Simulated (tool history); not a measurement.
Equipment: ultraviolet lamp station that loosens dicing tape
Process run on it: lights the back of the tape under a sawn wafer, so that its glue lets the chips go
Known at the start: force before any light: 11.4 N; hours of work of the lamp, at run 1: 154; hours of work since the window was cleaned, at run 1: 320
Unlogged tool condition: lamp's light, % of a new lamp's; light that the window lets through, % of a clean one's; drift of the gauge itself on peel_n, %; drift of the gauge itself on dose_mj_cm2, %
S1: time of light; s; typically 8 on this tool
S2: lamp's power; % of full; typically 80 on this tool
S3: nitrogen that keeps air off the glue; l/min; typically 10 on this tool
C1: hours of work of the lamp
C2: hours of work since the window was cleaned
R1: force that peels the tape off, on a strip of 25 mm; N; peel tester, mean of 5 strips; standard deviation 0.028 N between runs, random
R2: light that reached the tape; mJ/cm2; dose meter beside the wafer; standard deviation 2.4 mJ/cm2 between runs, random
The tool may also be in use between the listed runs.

Run 1, day 0.000: usual settings; C1 154; C2 320. Result: R1 1.833 N, R2 221 mJ/cm2.
Run 2, day 0.733: usual settings; C1 163; C2 328. Result: R1 1.939 N, R2 218 mJ/cm2.
Run 3, day 1.325: usual settings; C1 169; C2 334. Result: R1 1.875 N, R2 218 mJ/cm2.
Run 4, day 1.792: usual settings; C1 174; C2 340. Result: R1 1.904 N, R2 219 mJ/cm2.
Run 5, day 2.304: usual settings; C1 180; C2 345. Result: R1 1.863 N, R2 217 mJ/cm2.
Run 6, day 3.042: usual settings; C1 188; C2 354. Result: R1 1.913 N, R2 215 mJ/cm2.
Run 7, day 3.633: usual settings; C1 195; C2 360. Result: R1 1.892 N, R2 218 mJ/cm2.
Run 8, day 4.167: usual settings; C1 201; C2 366. Result: R1 1.929 N, R2 214 mJ/cm2.
Run 9, day 4.983: usual settings but S2 73 % of full; C1 210; C2 375. Result: R1 2.340 N, R2 197 mJ/cm2.
Run 10, day 5.829: usual settings but S2 73 % of full; C1 219; C2 384. Result: R1 2.307 N, R2 195 mJ/cm2.
Run 11, day 6.392: usual settings; C1 225; C2 391. Result: R1 1.993 N, R2 210 mJ/cm2.
Run 12, day 6.829: usual settings; C1 230; C2 396. Result: R1 1.988 N, R2 209 mJ/cm2.
Run 13, day 7.629: usual settings but S3 6 l/min; C1 239; C2 404. Result: R1 2.774 N, R2 208 mJ/cm2.
Run 14, day 7.988: usual settings; C1 243; C2 408. Result: R1 1.988 N, R2 208 mJ/cm2.
Run 15, day 8.512: usual settings; C1 249; C2 414. Result: R1 1.999 N, R2 206 mJ/cm2.
Run 16, day 8.996: usual settings; C1 254; C2 420. Result: R1 1.975 N, R2 208 mJ/cm2.
Run 17, day 9.438: usual settings; C1 259; C2 425. Result: R1 1.976 N, R2 205 mJ/cm2.
Run 18, day 9.929: usual settings; C1 265; C2 430. Result: R1 2.132 N, R2 205 mJ/cm2.
Run 19, day 10.658: usual settings but S1 7 s, S2 93 % of full; C1 273; C2 438. Result: R1 2.054 N, R2 208 mJ/cm2.
Run 20, day 11.504: usual settings but S1 7 s, S2 93 % of full; C1 282; C2 447. Result: R1 2.081 N, R2 202 mJ/cm2.
Run 21, day 12.333: usual settings but S1 6 s, S2 74 % of full, S3 16 l/min; C1 291; C2 457. Result: R1 2.866 N, R2 141 mJ/cm2.
Run 22, day 13.167: usual settings but S1 6 s, S2 67 % of full, S3 5 l/min; C1 301; C2 466. Result: R1 5.270 N, R2 128 mJ/cm2.
Run 23, day 14.017: usual settings but S1 7 s, S3 6 l/min; C1 310; C2 475. Result: R1 3.398 N, R2 174 mJ/cm2.
Run 24, day 14.717: usual settings but S1 10 s, S2 76 % of full, S3 6 l/min; C1 318; C2 483. Result: R1 2.417 N, R2 238 mJ/cm2.
Run 25, day 15.183: usual settings but S1 4 s, S2 76 % of full, S3 5 l/min; C1 323; C2 488. Result: R1 6.373 N, R2 98 mJ/cm2.
Run 26, day 16.021: usual settings but S1 6 s, S2 88 % of full, S3 7 l/min; C1 332; C2 498. Result: R1 3.504 N, R2 161 mJ/cm2.
Run 27, day 16.817: usual settings but S1 6 s, S2 88 % of full, S3 7 l/min; C1 341; C2 507. Result: R1 3.466 N, R2 160 mJ/cm2.
Run 28, day 17.208: usual settings but S1 6 s, S2 88 % of full, S3 7 l/min; C1 345; C2 511. Result: R1 3.557 N, R2 163 mJ/cm2.
Run 29, day 17.958: usual settings but S1 6 s, S2 68 % of full, S3 7 l/min; C1 354; C2 519. Result: R1 4.749 N, R2 123 mJ/cm2.
Run 30, day 18.783: usual settings but S1 4 s, S3 7 l/min; C1 363; C2 528. Result: R1 5.768 N, R2 97 mJ/cm2.
Run 31, day 19.346: usual settings but S1 7 s, S2 81 % of full; C1 369; C2 535. Result: R1 2.753 N, R2 173 mJ/cm2.
Run 32, day 19.983: usual settings but S1 7 s, S2 81 % of full; C1 376; C2 542. Result: R1 2.812 N, R2 172 mJ/cm2.
Run 33, day 20.583: usual settings but S1 7 s, S2 81 % of full; C1 383; C2 548. Result: R1 2.717 N, R2 168 mJ/cm2.
Run 34, day 20.975: usual settings but S1 7 s, S2 65 % of full; C1 387; C2 553. Result: R1 3.693 N, R2 135 mJ/cm2.
Run 35, day 21.746: usual settings but S2 75 % of full, S3 6 l/min; C1 396; C2 561. Result: R1 3.492 N, R2 178 mJ/cm2.
Run 36, day 22.558: usual settings but S2 73 % of full, S3 9 l/min; C1 405; C2 570. Result: R1 2.862 N, R2 171 mJ/cm2.

For some of the steps in R1 from one run to the next: how much would appear even if the tool had no hidden state, given the settings, what came in and random variation, and how much remains for the hidden state plus any gauge scatter that the measured result and the result without hidden state don't share?
Run 24 -> 25: S1 10 -> 4, S3 6 -> 5. R1 +3.956 N: hidden state +0.196, all else +3.760.
Run 25 -> 26: S1 4 -> 6, S2 76 -> 88, S3 5 -> 7. R1 -2.869 N: hidden state -0.001, all else -2.868.
Run 30 -> 31: S1 4 -> 7, S2 80 -> 81, S3 7 -> 10. R1 -3.015 N: hidden state -0.200, all else -2.815.
Run 33 -> 34: S2 81 -> 65. R1 +0.976 N: hidden state +0.189, all else +0.787.

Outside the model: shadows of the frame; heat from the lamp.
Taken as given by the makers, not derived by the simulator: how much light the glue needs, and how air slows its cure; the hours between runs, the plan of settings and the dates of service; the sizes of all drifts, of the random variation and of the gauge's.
